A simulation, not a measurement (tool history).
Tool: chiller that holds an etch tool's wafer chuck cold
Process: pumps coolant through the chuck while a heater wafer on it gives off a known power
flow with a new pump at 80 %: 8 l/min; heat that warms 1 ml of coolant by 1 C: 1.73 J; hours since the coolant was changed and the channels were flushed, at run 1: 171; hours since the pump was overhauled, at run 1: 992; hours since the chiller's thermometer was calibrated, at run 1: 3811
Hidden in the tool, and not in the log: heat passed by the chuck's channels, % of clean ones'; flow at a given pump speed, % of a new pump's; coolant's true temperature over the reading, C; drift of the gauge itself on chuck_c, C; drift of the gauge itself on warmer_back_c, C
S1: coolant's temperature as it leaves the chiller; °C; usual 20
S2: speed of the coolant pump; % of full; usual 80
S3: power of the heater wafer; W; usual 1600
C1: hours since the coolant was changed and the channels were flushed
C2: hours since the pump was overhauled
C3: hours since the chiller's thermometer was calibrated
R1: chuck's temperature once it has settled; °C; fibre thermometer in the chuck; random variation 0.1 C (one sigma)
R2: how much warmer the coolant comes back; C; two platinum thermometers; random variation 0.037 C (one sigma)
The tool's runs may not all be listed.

Run 1, hour 0.0: usual settings; C1 171; C2 992; C3 3811. Result: R1 33.2 °C, R2 6.96 C.
Run 2, hour 44.9: usual settings but S2 87 % of full; C1 216; C2 1037; C3 3856. Result: R1 32.3 °C, R2 6.29 C.
Run 3, hour 109.1: usual settings but S2 87 % of full; C1 280; C2 1101; C3 3920. Result: R1 32.3 °C, R2 6.41 C.
Run 4, hour 151.0: usual settings but S2 87 % of full; C1 322; C2 1143; C3 3962. Result: R1 32.2 °C, R2 6.33 C.
Run 5, hour 200.1: usual settings; C1 371; C2 1192; C3 4011. Result: R1 33.1 °C, R2 6.94 C.
Run 6, hour 246.6: usual settings; C1 418; C2 1239; C3 4057. Result: R1 33.2 °C, R2 7.03 C.
Run 7, hour 289.5: usual settings; C1 461; C2 1281; C3 4100. Result: R1 33.3 °C, R2 6.97 C.
Run 8, hour 334.6: usual settings; C1 506; C2 1327; C3 4145. Result: R1 33.4 °C, R2 7.01 C.
Run 9, hour 387.3: usual settings but S1 16 °C; C1 558; C2 1379; C3 4198. Result: R1 29.5 °C, R2 6.95 C.
Run 10, hour 462.6: usual settings but S1 16 °C; C1 634; C2 1455; C3 4273. Result: R1 29.4 °C, R2 6.95 C.
Run 11, hour 537.0: usual settings but S1 16 °C; C1 708; C2 1529; C3 4348. Result: R1 29.4 °C, R2 7.02 C.
Run 12, hour 604.7: usual settings but S1 16 °C; C1 776; C2 1597; C3 4416. Result: R1 29.3 °C, R2 6.95 C.
Run 13, hour 678.0: usual settings but S1 16 °C; C1 849; C2 1670; C3 4489. Result: R1 29.3 °C, R2 6.98 C.
Run 14, hour 729.6: usual settings but S1 16 °C; C1 901; C2 1722; C3 4540. Result: R1 29.4 °C, R2 6.96 C.
Run 15, hour 770.9: usual settings but S2 76 % of full; C1 942; C2 1763; C3 4582. Result: R1 34.1 °C, R2 7.37 C.
Run 16, hour 811.6: usual settings but S2 99 % of full; C1 983; C2 1804; C3 4622. Result: R1 30.7 °C, R2 5.45 C.
Run 17, hour 842.7: usual settings but S3 1376 W; C1 1014; C2 1835; C3 4654. Result: R1 31.5 °C, R2 5.98 C.
Run 18, hour 898.7: usual settings but S1 17 °C, S2 61 % of full, S3 1384 W; C1 1070; C2 1891; C3 4710. Result: R1 32.5 °C, R2 8.16 C.
Run 19, hour 948.0: usual settings but S1 11 °C, S2 71 % of full, S3 1453 W; C1 1119; C2 1940; C3 4759. Result: R1 24.7 °C, R2 7.25 C.
Run 20, hour 1021.2: usual settings but S1 15 °C, S2 67 % of full, S3 1453 W; C1 1192; C2 2013; C3 4832. Result: R1 29.6 °C, R2 7.71 C.
Run 21, hour 1087.8: usual settings but S1 14 °C, S2 70 % of full, S3 822 W; C1 1259; C2 2080; C3 4899. Result: R1 21.8 °C, R2 4.16 C.
Run 22, hour 1150.0: usual settings but S1 14 °C, S2 70 % of full, S3 822 W; C1 1321; C2 2142; C3 4961. Result: R1 21.9 °C, R2 4.10 C.
Run 23, hour 1201.7: usual settings but S2 79 % of full; C1 1373; C2 2194; C3 5013. Result: R1 33.5 °C, R2 7.09 C.
Run 24, hour 1275.9: usual settings but S2 90 % of full; C1 1447; C2 2268; C3 5087. Result: R1 31.7 °C, R2 6.16 C.
Run 25, hour 1351.3: usual settings but S2 90 % of full, S3 1709 W; C1 1522; C2 2343; C3 5162. Result: R1 32.6 °C, R2 6.52 C.
Run 26, hour 1410.8: usual settings but S1 11 °C, S3 2095 W; C1 1582; C2 2403; C3 5222. Result: R1 28.5 °C, R2 9.14 C.
Run 27, hour 1457.7: usual settings but S2 65 % of full, S3 1751 W; C1 1629; C2 2450; C3 5269. Result: R1 38.3 °C, R2 9.65 C.
Run 28, hour 1512.7: usual settings but S1 29 °C, S2 93 % of full, S3 930 W; C1 1684; C2 2505; C3 5324. Result: R1 35.7 °C, R2 3.40 C.
Run 29, hour 1572.3: usual settings but S1 29 °C, S2 88 % of full, S3 2037 W; C1 1743; C2 2564; C3 5383. Result: R1 44.4 °C, R2 7.89 C.
Run 30, hour 1636.5: usual settings but S1 14 °C, S2 78 % of full, S3 861 W; C1 1808; C2 2628; C3 5447. Result: R1 21.3 °C, R2 3.88 C.
Run 31, hour 1673.2: usual settings but S1 16 °C, S2 75 % of full, S3 2175 W; C1 1844; C2 2665; C3 5484. Result: R1 35.3 °C, R2 10.16 C.

5 ways to go on from here, each from the tool as it stands after run 31. What would each give?
Run A, hour 1707.1: usual settings but S2 84 % of full, S3 1897 W; C1 1878; C2 2699; C3 5518. Result: R1 ?, R2 ?.
Run B, hour 1707.1: usual settings but S1 17 °C, S2 75 % of full, S3 2175 W; C1 1878; C2 2699; C3 5518. Result: R1 ?, R2 ?.
Run C, hour 1707.1: usual settings but S1 13 °C, S2 75 % of full, S3 2175 W; C1 1878; C2 2699; C3 5518. Result: R1 ?, R2 ?.
Run D, hour 1707.1: usual settings but S1 28 °C, S2 87 % of full, S3 1872 W; C1 1878; C2 2699; C3 5518. Result: R1 ?, R2 ?.
Run E, hour 1707.1: usual settings but S1 18 °C, S2 97 % of full; C1 1878; C2 2699; C3 5518. Result: R1 ?, R2 ?.

run    R1     R2
  A  35.0   7.89
  B  36.5  10.10
  C  32.5  10.12
  D  42.4   7.40
  E  29.0   5.62
Without the tool's hidden state the same runs would have given:
run    R1     R2
  A  35.0   7.89
  B  36.5  10.09
  C  32.5  10.12
  D  42.4   7.40
  E  29.0   5.62
